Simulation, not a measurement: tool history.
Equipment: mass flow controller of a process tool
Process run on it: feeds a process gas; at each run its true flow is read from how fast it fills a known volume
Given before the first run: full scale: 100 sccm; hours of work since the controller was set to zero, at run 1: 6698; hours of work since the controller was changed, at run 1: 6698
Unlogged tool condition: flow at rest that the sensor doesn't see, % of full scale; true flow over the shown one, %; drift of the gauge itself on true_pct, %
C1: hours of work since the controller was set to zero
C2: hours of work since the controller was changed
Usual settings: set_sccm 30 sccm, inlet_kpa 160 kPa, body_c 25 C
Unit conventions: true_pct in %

{"run": 1, "day": 0.0, "set_sccm": 30, "inlet_kpa": 160, "body_c": 25, "C1": 6698, "C2": 6698, "true_pct": 99.74}
{"run": 2, "day": 9.379, "set_sccm": 30, "inlet_kpa": 160, "body_c": 25, "C1": 6843, "C2": 6843, "true_pct": 99.61}
{"run": 3, "day": 26.962, "set_sccm": 30, "inlet_kpa": 160, "body_c": 25, "C1": 7116, "C2": 7116, "true_pct": 99.52}
{"run": 4, "day": 44.683, "set_sccm": 30, "inlet_kpa": 160, "body_c": 25, "C1": 7391, "C2": 7391, "true_pct": 99.6}
{"run": 5, "day": 53.417, "set_sccm": 30, "inlet_kpa": 160, "body_c": 25, "C1": 7526, "C2": 7526, "true_pct": 99.43}
{"run": 6, "day": 73.304, "set_sccm": 30, "inlet_kpa": 160, "body_c": 25, "C1": 7834, "C2": 7834, "true_pct": 99.48}
{"run": 7, "day": 88.983, "set_sccm": 30, "inlet_kpa": 160, "body_c": 25, "C1": 8077, "C2": 8077, "true_pct": 99.38}
{"run": 8, "day": 101.642, "set_sccm": 30, "inlet_kpa": 160, "body_c": 25, "C1": 8273, "C2": 8273, "true_pct": 99.39}
{"run": 9, "day": 121.05, "set_sccm": 30, "inlet_kpa": 160, "body_c": 25, "C1": 8574, "C2": 8574, "true_pct": 99.51}
{"day": 125.096, "done": "controller's zero set anew"}
{"run": 10, "day": 136.704, "set_sccm": 56, "inlet_kpa": 160, "body_c": 25, "C1": 180, "C2": 8816, "true_pct": 99.37}
{"run": 11, "day": 145.829, "set_sccm": 56, "inlet_kpa": 160, "body_c": 32, "C1": 321, "C2": 8958, "true_pct": 99.67}
{"run": 12, "day": 163.008, "set_sccm": 56, "inlet_kpa": 160, "body_c": 32, "C1": 588, "C2": 9224, "true_pct": 99.59}
{"run": 13, "day": 173.479, "set_sccm": 56, "inlet_kpa": 160, "body_c": 32, "C1": 750, "C2": 9386, "true_pct": 99.65}
{"run": 14, "day": 185.467, "set_sccm": 56, "inlet_kpa": 160, "body_c": 32, "C1": 936, "C2": 9572, "true_pct": 99.62}
{"run": 15, "day": 194.317, "set_sccm": 56, "inlet_kpa": 160, "body_c": 32, "C1": 1073, "C2": 9709, "true_pct": 99.59}
{"run": 16, "day": 210.742, "set_sccm": 56, "inlet_kpa": 160, "body_c": 32, "C1": 1327, "C2": 9964, "true_pct": 99.48}
{"run": 17, "day": 223.921, "set_sccm": 56, "inlet_kpa": 160, "body_c": 32, "C1": 1532, "C2": 10168, "true_pct": 99.49}
{"run": 18, "day": 241.525, "set_sccm": 30, "inlet_kpa": 259, "body_c": 25, "C1": 1804, "C2": 10441, "true_pct": 99.5}
{"run": 19, "day": 253.6, "set_sccm": 30, "inlet_kpa": 259, "body_c": 25, "C1": 1991, "C2": 10628, "true_pct": 99.58}
{"run": 20, "day": 274.233, "set_sccm": 30, "inlet_kpa": 259, "body_c": 25, "C1": 2311, "C2": 10948, "true_pct": 99.52}
{"run": 21, "day": 286.779, "set_sccm": 30, "inlet_kpa": 259, "body_c": 25, "C1": 2506, "C2": 11142, "true_pct": 99.43}
{"run": 22, "day": 303.033, "set_sccm": 30, "inlet_kpa": 259, "body_c": 25, "C1": 2757, "C2": 11394, "true_pct": 99.23}
{"run": 23, "day": 314.325, "set_sccm": 30, "inlet_kpa": 160, "body_c": 26, "C1": 2933, "C2": 11569, "true_pct": 98.94}
{"run": 24, "day": 331.558, "set_sccm": 11, "inlet_kpa": 258, "body_c": 35, "C1": 3200, "C2": 11836, "true_pct": 99.71}
{"run": 25, "day": 341.171, "set_sccm": 11, "inlet_kpa": 258, "body_c": 35, "C1": 3349, "C2": 11985, "true_pct": 99.54}
{"run": 26, "day": 355.008, "set_sccm": 11, "inlet_kpa": 258, "body_c": 35, "C1": 3563, "C2": 12199, "true_pct": 99.68}
{"run": 27, "day": 372.846, "set_sccm": 11, "inlet_kpa": 258, "body_c": 35, "C1": 3839, "C2": 12476, "true_pct": 99.67}
{"run": 28, "day": 387.458, "set_sccm": 11, "inlet_kpa": 258, "body_c": 35, "C1": 4066, "C2": 12702, "true_pct": 99.46}
{"run": 29, "day": 398.542, "set_sccm": 31, "inlet_kpa": 258, "body_c": 34, "C1": 4238, "C2": 12874, "true_pct": 99.47}
{"run": 30, "day": 408.383, "set_sccm": 11, "inlet_kpa": 160, "body_c": 23, "C1": 4390, "C2": 13026, "true_pct": 98.57}
{"run": 31, "day": 425.629, "set_sccm": 30, "inlet_kpa": 160, "body_c": 31, "C1": 4657, "C2": 13294, "true_pct": 98.98}
{"run": 32, "day": 437.329, "set_sccm": 41, "inlet_kpa": 206, "body_c": 36, "C1": 4839, "C2": 13475, "true_pct": 99.29}
{"run": 33, "day": 448.558, "set_sccm": 17, "inlet_kpa": 240, "body_c": 33, "C1": 5013, "C2": 13649, "true_pct": 99.26}
{"run": 34, "day": 458.842, "set_sccm": 14, "inlet_kpa": 230, "body_c": 25, "C1": 5172, "C2": 13808, "true_pct": 98.85}
{"run": 35, "day": 469.129, "set_sccm": 14, "inlet_kpa": 230, "body_c": 25, "C1": 5331, "C2": 13968, "true_pct": 98.86}
{"run": 36, "day": 488.358, "set_sccm": 39, "inlet_kpa": 198, "body_c": 30, "C1": 5629, "C2": 14266, "true_pct": 98.83}
{"run": 37, "day": 502.354, "set_sccm": 16, "inlet_kpa": 160, "body_c": 25, "C1": 5846, "C2": 14483, "true_pct": 98.59}
{"run": 38, "day": 513.058, "set_sccm": 38, "inlet_kpa": 160, "body_c": 25, "C1": 6012, "C2": 14649, "true_pct": 98.57}
{"run": 39, "day": 530.258, "set_sccm": 81, "inlet_kpa": 170, "body_c": 25, "C1": 6279, "C2": 14915, "true_pct": 98.64}
{"run": 40, "day": 543.65, "set_sccm": 30, "inlet_kpa": 268, "body_c": 34, "C1": 6486, "C2": 15123, "true_pct": 99.26}
{"run": 41, "day": 553.292, "set_sccm": 37, "inlet_kpa": 159, "body_c": 36, "C1": 6636, "C2": 15272, "true_pct": 98.61}
{"run": 42, "day": 562.992, "set_sccm": 87, "inlet_kpa": 160, "body_c": 25, "C1": 6786, "C2": 15422, "true_pct": 98.47}
{"run": 43, "day": 571.817, "set_sccm": 87, "inlet_kpa": 160, "body_c": 25, "C1": 6923, "C2": 15559, "true_pct": 98.64}

Forecast each of these 4 alternatives for the next run:
{"run": "A", "day": 580.758, "set_sccm": 87, "inlet_kpa": 219, "body_c": 25, "C1": 7061, "C2": 15698, "true_pct": "?"}
{"run": "B", "day": 580.758, "set_sccm": 14, "inlet_kpa": 249, "body_c": 36, "C1": 7061, "C2": 15698, "true_pct": "?"}
{"run": "C", "day": 580.758, "set_sccm": 87, "inlet_kpa": 262, "body_c": 25, "C1": 7061, "C2": 15698, "true_pct": "?"}
{"run": "D", "day": 580.758, "set_sccm": 88, "inlet_kpa": 222, "body_c": 30, "C1": 7061, "C2": 15698, "true_pct": "?"}

run=A true_pct=98.71
run=B true_pct=98.96
run=C true_pct=98.88
run=D true_pct=98.94
Stripped of hidden state, with their random variation kept, the same runs would have yielded:
run=A true_pct=100
run=B true_pct=100.24
run=C true_pct=100.17
run=D true_pct=100.23
